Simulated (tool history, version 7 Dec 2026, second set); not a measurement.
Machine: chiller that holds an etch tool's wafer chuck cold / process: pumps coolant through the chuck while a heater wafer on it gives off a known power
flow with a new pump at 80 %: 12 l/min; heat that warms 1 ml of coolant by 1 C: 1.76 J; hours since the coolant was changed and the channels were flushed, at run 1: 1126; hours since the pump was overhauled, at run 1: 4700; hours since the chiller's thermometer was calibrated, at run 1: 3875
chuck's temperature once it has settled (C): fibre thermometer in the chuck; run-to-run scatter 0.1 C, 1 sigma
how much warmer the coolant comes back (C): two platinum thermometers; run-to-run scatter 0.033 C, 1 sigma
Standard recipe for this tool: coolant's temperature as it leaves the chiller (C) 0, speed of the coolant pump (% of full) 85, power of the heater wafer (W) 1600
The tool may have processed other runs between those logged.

run      day  coolant's temperature as it leaves the chiller (C)  speed of the coolant pump (% of full)  power of the heater wafer (W)  hours since the coolant was changed and the channels were flushed  hours since the pump was overhauled  hours since the chiller's thermometer was calibrated  chuck's temperature once it has settled (C)  how much warmer the coolant comes back (C)
  1        0                                                   0                                     85                           1600                                                               1126                                 4700                                                  3875                                         16.3                                        4.59
  2    2.308                                                  -6                                     85                           1600                                                               1181                                 4756                                                  3930                                         10.3                                        4.61
  3    5.838                                                   0                                     85                           1159                                                               1266                                 4840                                                  4015                                         11.7                                        3.37
  4    9.817                                                   0                                     85                           1159                                                               1361                                 4936                                                  4111                                         12.1                                        3.41
  5   13.692                                                   0                                     85                           1159                                                               1454                                 5029                                                  4204                                           12                                        3.38
  6   17.625                                                   0                                     85                           1159                                                               1549                                 5123                                                  4298                                           12                                        3.36
  7   22.225                                                   6                                     85                           1600                                                               1659                                 5234                                                  4408                                         22.4                                        4.64
  8   27.208                                                   6                                     85                           1600                                                               1779                                 5353                                                  4528                                         22.7                                         4.7
  9   30.871                                                   6                                     85                           1600                                                               1867                                 5441                                                  4616                                         22.8                                        4.66
 10   34.183                                                  -8                                     85                           1600                                                               1946                                 5521                                                  4695                                          9.1                                        4.66
 11   36.812                                                  -8                                     85                           1600                                                               2009                                 5584                                                  4759                                          8.8                                        4.69
 12   39.283                                                   0                                     85                           1013                                                               2069                                 5643                                                  4818                                         10.8                                        2.96
 13    43.75                                                   0                                     85                           1013                                                               2176                                 5750                                                  4925                                         10.8                                        2.93
 14   46.808                                                   0                                     67                           1600                                                               2249                                 5824                                                  4998                                         19.7                                        5.97
 15    50.85                                                   0                                     85                            841                                                               2346                                 5921                                                  5095                                          9.2                                        2.47
 16   56.183                                                   0                                     85                           1600                                                               2474                                 6049                                                  5223                                         16.9                                        4.75
      57.067  -- chiller's thermometer calibrated
 17   61.017                                                  -7                                     86                           1698                                                               2589                                 6164                                                    95                                         10.5                                        4.97
 18   66.108                                                  -7                                     86                           1698                                                               2711                                 6286                                                   217                                         10.6                                        4.99
 19   69.571                                                  -3                                     85                           1726                                                               2794                                 6369                                                   300                                         15.1                                        5.18
 20   72.954                                                  -3                                     85                           1726                                                               2876                                 6450                                                   381                                         15.3                                        5.14
 21   75.512                                                  -3                                     85                           1726                                                               2937                                 6512                                                   443                                         15.1                                        5.12
 22   79.388                                                  -3                                     85                           1726                                                               3030                                 6605                                                   536                                         15.1                                        5.15
 23   82.029                                                  -2                                     96                           1764                                                               3093                                 6668                                                   599                                           15                                        4.62
 24   85.021                                                  -1                                     85                            835                                                               3165                                 6740                                                   671                                          7.9                                        2.51
 25   87.279                                                  -1                                     85                            835                                                               3219                                 6794                                                   725                                          7.9                                        2.49
 26   89.654                                                  -3                                     91                           1825                                                               3276                                 6851                                                   782                                         15.7                                        5.05
 27   93.854                                                  -1                                     91                           1825                                                               3377                                 6952                                                   883                                         17.6                                         5.1
 28   96.067                                                  -1                                     91                           1825                                                               3430                                 7005                                                   936                                         17.7                                        5.14
 29   98.629                                                  -1                                     60                           1825                                                               3492                                 7066                                                   997                                         23.7                                        7.78
 30  102.908                                                  -1                                     60                           1825                                                               3594                                 7169                                                  1100                                         23.7                                        7.79
 31  105.275                                                  -1                                     60                           1825                                                               3651                                 7226                                                  1157                                         23.7                                        7.85
 32  108.725                                                  -3                                     96                           1861                                                               3734                                 7309                                                  1240                                         15.6                                        4.91

4 ways to go on from here, each from the tool as it stands after run 32. What would each give?
  A  112.588                                                   9                                     90                            955                                                               3827                                 7401                                                  1333                                            ?                                           ?
  B  112.588                                                  -5                                     85                           1600                                                               3827                                 7401                                                  1333                                            ?                                           ?
  C  112.588                                                   9                                     69                            970                                                               3827                                 7401                                                  1333                                            ?                                           ?
  D  112.588                                                  -1                                     74                           1024                                                               3827                                 7401                                                  1333                                            ?                                           ?

run  chuck's temperature once it has settled (C)  how much warmer the coolant comes back (C)
  A                                         19.1                                        2.69
  B                                         12.4                                        4.86
  C                                         21.1                                        3.58
  D                                         11.3                                        3.52
Take away the tool's hidden state, keep each run's random variation, and the runs would have read:
run  chuck's temperature once it has settled (C)  how much warmer the coolant comes back (C)
  A                                         17.7                                        2.38
  B                                           10                                         4.3
  C                                         19.4                                        3.16
  D                                          9.7                                        3.11
